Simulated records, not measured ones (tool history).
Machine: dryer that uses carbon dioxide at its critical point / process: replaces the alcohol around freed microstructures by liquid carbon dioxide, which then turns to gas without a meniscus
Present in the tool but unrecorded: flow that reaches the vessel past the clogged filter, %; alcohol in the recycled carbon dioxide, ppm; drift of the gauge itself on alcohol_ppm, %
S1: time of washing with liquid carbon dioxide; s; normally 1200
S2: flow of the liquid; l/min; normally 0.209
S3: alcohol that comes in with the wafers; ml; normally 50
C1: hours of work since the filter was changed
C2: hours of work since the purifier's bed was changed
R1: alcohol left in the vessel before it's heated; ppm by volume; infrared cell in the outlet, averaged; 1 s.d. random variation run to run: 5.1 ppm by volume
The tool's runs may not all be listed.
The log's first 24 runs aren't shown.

run,day,S1,S2,S3,C1,C2,R1
25,54.533,1440,0.127,82,71,1085,1314
26,56.912,1200,0.209,26,90,1104,233
27,59.804,1200,0.162,62,113,1128,818
28,62.508,1200,0.162,62,134,1149,864
29,64.933,1680,0.353,54,154,1169,194
30,67.329,1380,0.126,104,173,1188,2486
31,70.171,1380,0.126,104,196,1211,2625
# day 72.058: purifier's bed changed
32,73.125,1380,0.126,104,218,9,2542
33,74.9,1200,0.161,54,233,23,811
34,76.158,1200,0.161,54,243,33,811
35,79.004,1200,0.196,28,265,56,163
36,81.829,1200,0.256,50,288,78,58
37,84.012,1200,0.256,50,306,96,58
38,85.312,1380,0.209,107,316,106,202
39,86.879,1200,0.167,64,329,119,1004
40,88.938,1200,0.167,64,345,135,1062
41,91.575,1200,0.167,49,366,156,876
# day 92.35: inlet filter changed
42,93.079,1860,0.147,50,6,168,81

Alternative continuations, all from the tool just after run 42; predict every row:
A,95.596,840,0.157,50,26,188,?
B,95.596,840,0.193,50,26,188,?
C,95.596,1620,0.254,28,26,188,?
D,95.596,1860,0.182,44,26,188,?

run,R1
A,2490
B,1042
C,41
D,40
Stripped of hidden state, with their random variation kept, the same runs would have yielded:
run,R1
A,2326
B,944
C,11
D,8
